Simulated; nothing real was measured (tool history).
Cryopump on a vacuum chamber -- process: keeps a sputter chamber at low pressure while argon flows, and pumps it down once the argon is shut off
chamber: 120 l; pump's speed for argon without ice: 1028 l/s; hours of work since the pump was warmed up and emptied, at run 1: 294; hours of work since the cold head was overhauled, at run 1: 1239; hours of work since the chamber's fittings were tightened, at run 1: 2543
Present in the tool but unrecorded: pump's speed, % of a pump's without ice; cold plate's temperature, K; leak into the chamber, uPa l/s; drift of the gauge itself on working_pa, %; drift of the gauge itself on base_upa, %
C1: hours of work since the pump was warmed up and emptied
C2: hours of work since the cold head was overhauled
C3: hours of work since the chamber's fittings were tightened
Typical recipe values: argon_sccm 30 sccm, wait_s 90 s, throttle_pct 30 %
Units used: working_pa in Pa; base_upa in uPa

Run 1, hour 0.0: usual settings; C1 294; C2 1239; C3 2543. Result: working_pa 0.1681 Pa, base_upa 1.60 uPa.
Run 2, hour 56.6: usual settings but argon_sccm 52 sccm; C1 324; C2 1269; C3 2573. Result: working_pa 0.2955 Pa, base_upa 1.63 uPa.
Run 3, hour 100.9: usual settings but argon_sccm 52 sccm; C1 347; C2 1293; C3 2597. Result: working_pa 0.2944 Pa, base_upa 1.69 uPa.
Run 4, hour 147.1: usual settings but argon_sccm 52 sccm; C1 372; C2 1317; C3 2621. Result: working_pa 0.2976 Pa, base_upa 1.70 uPa.
Run 5, hour 203.5: usual settings but argon_sccm 52 sccm; C1 402; C2 1347; C3 2651. Result: working_pa 0.2990 Pa, base_upa 1.70 uPa.
Run 6, hour 242.6: usual settings but argon_sccm 54 sccm; C1 422; C2 1368; C3 2672. Result: working_pa 0.3099 Pa, base_upa 1.67 uPa.
Run 7, hour 302.8: usual settings but argon_sccm 54 sccm; C1 454; C2 1400; C3 2704. Result: working_pa 0.3117 Pa, base_upa 1.66 uPa.
Run 8, hour 363.0: usual settings but argon_sccm 54 sccm; C1 486; C2 1432; C3 2736. Result: working_pa 0.3110 Pa, base_upa 1.74 uPa.
Run 9, hour 402.1: usual settings but argon_sccm 23 sccm, wait_s 248 s, throttle_pct 24 %; C1 507; C2 1453; C3 2757. Result: working_pa 0.1630 Pa, base_upa 1.25 uPa.
Run 10, hour 452.0: usual settings but argon_sccm 16 sccm, wait_s 42 s, throttle_pct 20 %; C1 534; C2 1479; C3 2783. Result: working_pa 0.1375 Pa, base_upa 2.63 uPa.
Run 11, hour 479.0: usual settings but argon_sccm 16 sccm, wait_s 42 s, throttle_pct 20 %; C1 548; C2 1493; C3 2798. Result: working_pa 0.1365 Pa, base_upa 2.59 uPa.
Run 12, hour 524.3: usual settings but argon_sccm 16 sccm, wait_s 54 s, throttle_pct 36 %; C1 572; C2 1517; C3 2822. Result: working_pa 0.0784 Pa, base_upa 2.26 uPa.
Run 13, hour 561.5: usual settings but argon_sccm 16 sccm, wait_s 54 s, throttle_pct 36 %; C1 592; C2 1537; C3 2841. Result: working_pa 0.0786 Pa, base_upa 2.23 uPa.
Run 14, hour 604.6: usual settings but argon_sccm 25 sccm, wait_s 71 s, throttle_pct 17 %; C1 615; C2 1560; C3 2864. Result: working_pa 0.2518 Pa, base_upa 2.05 uPa.
Run 15, hour 664.1: usual settings but throttle_pct 35 %; C1 646; C2 1592; C3 2896. Result: working_pa 0.1534 Pa, base_upa 1.87 uPa.
Run 16, hour 710.6: usual settings but wait_s 20 s; C1 671; C2 1616; C3 2921. Result: working_pa 0.1769 Pa, base_upa 4.61 uPa.

Branching from run 16: 4 alternative next runs. What would each branch give?
Run A, hour 750.8: usual settings but wait_s 36 s, throttle_pct 58 %; C1 692; C2 1638; C3 2942. Result: working_pa ?, base_upa ?.
Run B, hour 750.8: usual settings but wait_s 132 s, throttle_pct 33 %; C1 692; C2 1638; C3 2942. Result: working_pa ?, base_upa ?.
Run C, hour 750.8: usual settings but wait_s 275 s; C1 692; C2 1638; C3 2942. Result: working_pa ?, base_upa ?.
Run D, hour 750.8: usual settings but argon_sccm 26 sccm, wait_s 159 s, throttle_pct 24 %; C1 692; C2 1638; C3 2942. Result: working_pa ?, base_upa ?.

run  working_pa  base_upa
  A      0.0978      2.92
  B      0.1628      1.67
  C      0.1783      1.35
  D      0.1898      1.56
Without the tool's hidden state the same runs would have given:
run  working_pa  base_upa
  A      0.0840      2.09
  B      0.1488      0.82
  C      0.1644      0.51
  D      0.1777      0.71
